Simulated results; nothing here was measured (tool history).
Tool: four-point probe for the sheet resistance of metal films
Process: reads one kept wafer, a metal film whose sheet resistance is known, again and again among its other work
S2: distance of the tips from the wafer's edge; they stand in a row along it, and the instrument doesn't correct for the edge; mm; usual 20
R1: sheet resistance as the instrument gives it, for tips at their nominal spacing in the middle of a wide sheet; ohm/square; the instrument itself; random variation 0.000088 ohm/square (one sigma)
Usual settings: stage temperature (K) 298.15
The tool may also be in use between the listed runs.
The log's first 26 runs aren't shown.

Run 27, day 61.558: usual settings but stage temperature (K) 291.15, S2 3 mm. Result: R1 0.474554 ohm/square.
Run 28, day 63.079: usual settings but stage temperature (K) 303.15, S2 5 mm. Result: R1 0.456683 ohm/square.
Run 29, day 64.5: usual settings but stage temperature (K) 295.15, S2 27 mm. Result: R1 0.438726 ohm/square.
At day 64.692: stage's thermometer calibrated.
Run 30, day 67.225: usual settings but stage temperature (K) 295.15, S2 27 mm. Result: R1 0.438969 ohm/square.
Run 31, day 70.058: usual settings but S2 72 mm. Result: R1 0.439966 ohm/square.
Run 32, day 72.75: usual settings but stage temperature (K) 296.15, S2 10 mm. Result: R1 0.44264 ohm/square.
Run 33, day 74.588: usual settings but stage temperature (K) 296.15, S2 8 mm. Result: R1 0.444696 ohm/square.
At day 75.6: stage's thermometer calibrated, once more.
Run 34, day 77.442: usual settings but stage temperature (K) 292.15, S2 6 mm. Result: R1 0.446188 ohm/square.
Run 35, day 80.375: usual settings but stage temperature (K) 295.15, S2 3 mm. Result: R1 0.47553 ohm/square.
Run 36, day 82.262: usual settings but stage temperature (K) 293.15, S2 10 mm. Result: R1 0.440143 ohm/square.
Run 37, day 83.683: usual settings but stage temperature (K) 297.15, S2 64 mm. Result: R1 0.438119 ohm/square.
Run 38, day 85.892: usual settings but stage temperature (K) 291.15, S2 59 mm. Result: R1 0.435394 ohm/square.
Run 39, day 88.604: usual settings but stage temperature (K) 291.15, S2 59 mm. Result: R1 0.435354 ohm/square.
Run 40, day 89.958: usual settings but stage temperature (K) 291.15, S2 59 mm. Result: R1 0.435196 ohm/square.
Run 41, day 92.167: usual settings but stage temperature (K) 291.15, S2 59 mm. Result: R1 0.435149 ohm/square.
Run 42, day 94.929: usual settings but stage temperature (K) 305.15, S2 10 mm. Result: R1 0.445246 ohm/square.

The next listed run, before its measurement:
Run 43, day 97.625: usual settings but stage temperature (K) 295.15, S2 54 mm. Result: R1 ?.

Run 43 gave R1 0.436815 ohm/square.
Without the tool's hidden state the same run would have given R1 0.437585 ohm/square.
